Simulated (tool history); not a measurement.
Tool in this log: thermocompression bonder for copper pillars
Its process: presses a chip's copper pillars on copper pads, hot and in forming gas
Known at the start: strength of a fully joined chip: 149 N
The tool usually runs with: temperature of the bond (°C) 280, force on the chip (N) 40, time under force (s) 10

run	hour	temperature of the bond (°C)	force on the chip (N)	time under force (s)	force that shears a chip off (N)
1	0.0	280	40	10	60.3
# hour 24.2: forming gas filter changed
2	63.1	280	40	10	67.6
3	94.8	280	40	10	65.2
4	138.8	280	40	10	65.5
5	200.3	280	40	10	65.5
# hour 209.9: forming gas filter changed
6	233.4	280	40	10	65.2
7	262.1	280	40	10	66.4
8	299.2	280	40	10	65.9
9	329.2	280	26	10	46.5
10	372.3	280	26	10	45.8
# hour 398.0: forming gas filter changed
11	401.6	280	26	10	48.7
# hour 434.1: heater calibrated with a thermocouple chip
12	456.4	280	26	10	43.5
13	504.6	280	51	10	71.5
14	535.2	280	51	10	70.1
15	578.5	280	29	20	56.3
# hour 588.9: forming gas filter changed
16	612.2	280	29	20	63.5
17	674.9	280	29	20	60.2
18	707.3	280	40	6	49.2
19	738.9	280	30	27	67.3
# hour 775.0: forming gas filter changed
20	802.0	277	40	16	71.6
21	856.0	307	35	27	104.9
22	919.6	293	40	8	66.0
23	949.7	294	25	18	62.5
# hour 961.2: forming gas filter changed
24	981.3	253	37	14	44.0
25	1011.6	285	24	23	61.0

Expected results for the next run?
26	1046.9	268	50	10	?

Logged for run 26: force that shears a chip off (N) 60.9.
If the tool had no hidden condition, the same run with the same run-to-run variation would have returned force that shears a chip off (N) 57.1.

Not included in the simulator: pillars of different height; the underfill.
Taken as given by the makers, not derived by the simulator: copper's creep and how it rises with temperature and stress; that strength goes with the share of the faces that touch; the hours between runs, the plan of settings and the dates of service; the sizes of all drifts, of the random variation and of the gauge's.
